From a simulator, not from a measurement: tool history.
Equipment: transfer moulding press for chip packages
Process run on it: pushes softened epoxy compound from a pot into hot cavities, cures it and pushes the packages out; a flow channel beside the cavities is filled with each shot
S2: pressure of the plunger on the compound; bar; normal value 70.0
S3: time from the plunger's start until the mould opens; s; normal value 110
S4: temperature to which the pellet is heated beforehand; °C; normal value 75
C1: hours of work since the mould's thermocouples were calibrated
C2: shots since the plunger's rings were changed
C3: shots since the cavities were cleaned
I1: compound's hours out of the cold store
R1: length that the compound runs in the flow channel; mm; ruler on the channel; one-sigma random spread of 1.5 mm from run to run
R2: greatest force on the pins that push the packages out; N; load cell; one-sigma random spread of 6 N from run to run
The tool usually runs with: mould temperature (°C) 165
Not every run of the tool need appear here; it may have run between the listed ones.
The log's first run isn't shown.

{"run": 2, "hour": 5.5, "mould temperature (°C)": 165, "S2": 70.0, "S3": 110, "S4": 75, "C1": 203, "C2": 2780, "C3": 177, "I1": 34.7, "R1": 924, "R2": 300}
{"run": 3, "hour": 13.8, "mould temperature (°C)": 165, "S2": 62.9, "S3": 110, "S4": 75, "C1": 208, "C2": 2873, "C3": 270, "I1": 24.4, "R1": 924, "R2": 341}
{"run": 4, "hour": 20.9, "mould temperature (°C)": 165, "S2": 62.9, "S3": 110, "S4": 75, "C1": 213, "C2": 2954, "C3": 351, "I1": 13.2, "R1": 979, "R2": 363}
{"run": 5, "hour": 25.4, "mould temperature (°C)": 165, "S2": 62.9, "S3": 110, "S4": 75, "C1": 216, "C2": 3005, "C3": 402, "I1": 35.7, "R1": 872, "R2": 378}
{"run": 6, "hour": 32.2, "mould temperature (°C)": 165, "S2": 62.9, "S3": 110, "S4": 75, "C1": 221, "C2": 3080, "C3": 477, "I1": 33.4, "R1": 881, "R2": 380}
{"run": 7, "hour": 37.6, "mould temperature (°C)": 165, "S2": 62.9, "S3": 110, "S4": 75, "C1": 224, "C2": 3142, "C3": 539, "I1": 39.0, "R1": 860, "R2": 410}
{"hour": 41.3, "done": "plunger's sealing rings changed"}
{"run": 8, "hour": 49.4, "mould temperature (°C)": 165, "S2": 70.0, "S3": 96, "S4": 75, "C1": 231, "C2": 91, "C3": 643, "I1": 27.1, "R1": 981, "R2": 486}
{"run": 9, "hour": 57.0, "mould temperature (°C)": 165, "S2": 70.0, "S3": 110, "S4": 75, "C1": 236, "C2": 177, "C3": 729, "I1": 42.3, "R1": 909, "R2": 442}
{"hour": 67.0, "done": "cavities cleaned with cleaning compound and waxed"}
{"run": 10, "hour": 68.2, "mould temperature (°C)": 165, "S2": 70.0, "S3": 110, "S4": 75, "C1": 242, "C2": 286, "C3": 13, "I1": 33.2, "R1": 949, "R2": 235}
{"run": 11, "hour": 73.1, "mould temperature (°C)": 165, "S2": 70.0, "S3": 110, "S4": 75, "C1": 245, "C2": 342, "C3": 69, "I1": 32.0, "R1": 955, "R2": 262}
{"run": 12, "hour": 81.0, "mould temperature (°C)": 165, "S2": 70.0, "S3": 100, "S4": 75, "C1": 251, "C2": 431, "C3": 158, "I1": 12.9, "R1": 1053, "R2": 326}
{"run": 13, "hour": 85.8, "mould temperature (°C)": 165, "S2": 70.0, "S3": 100, "S4": 75, "C1": 254, "C2": 485, "C3": 212, "I1": 29.6, "R1": 967, "R2": 346}
{"run": 14, "hour": 93.1, "mould temperature (°C)": 165, "S2": 70.0, "S3": 110, "S4": 75, "C1": 259, "C2": 567, "C3": 294, "I1": 39.5, "R1": 918, "R2": 346}
{"run": 15, "hour": 99.8, "mould temperature (°C)": 165, "S2": 68.6, "S3": 110, "S4": 75, "C1": 263, "C2": 643, "C3": 370, "I1": 25.2, "R1": 973, "R2": 365}
{"run": 16, "hour": 104.7, "mould temperature (°C)": 165, "S2": 70.0, "S3": 123, "S4": 67, "C1": 267, "C2": 697, "C3": 424, "I1": 17.5, "R1": 1026, "R2": 355}
{"run": 17, "hour": 114.1, "mould temperature (°C)": 165, "S2": 70.0, "S3": 123, "S4": 67, "C1": 273, "C2": 803, "C3": 530, "I1": 16.9, "R1": 1024, "R2": 387}
{"run": 18, "hour": 123.7, "mould temperature (°C)": 165, "S2": 75.6, "S3": 123, "S4": 80, "C1": 279, "C2": 911, "C3": 638, "I1": 38.3, "R1": 957, "R2": 403}
{"run": 19, "hour": 132.4, "mould temperature (°C)": 165, "S2": 70.0, "S3": 110, "S4": 82, "C1": 285, "C2": 1009, "C3": 736, "I1": 8.8, "R1": 1068, "R2": 444}
{"run": 20, "hour": 139.5, "mould temperature (°C)": 161, "S2": 70.0, "S3": 94, "S4": 76, "C1": 290, "C2": 1090, "C3": 817, "I1": 35.3, "R1": 950, "R2": 655}
{"hour": 142.0, "done": "cavities cleaned with cleaning compound and waxed"}
{"run": 21, "hour": 146.4, "mould temperature (°C)": 161, "S2": 70.0, "S3": 94, "S4": 76, "C1": 294, "C2": 1150, "C3": 50, "I1": 19.6, "R1": 1028, "R2": 379}

The next listed run, before its measurement:
{"run": 22, "hour": 151.4, "mould temperature (°C)": 167, "S2": 59.6, "S3": 110, "S4": 74, "C1": 297, "C2": 1207, "C3": 107, "I1": 31.3, "R1": "?", "R2": "?"}

Run 22 measured R1 871 mm, R2 268 N.
On a tool with no hidden condition, and with the same random variation, this run would have come out at R1 879 mm, R2 215 N.
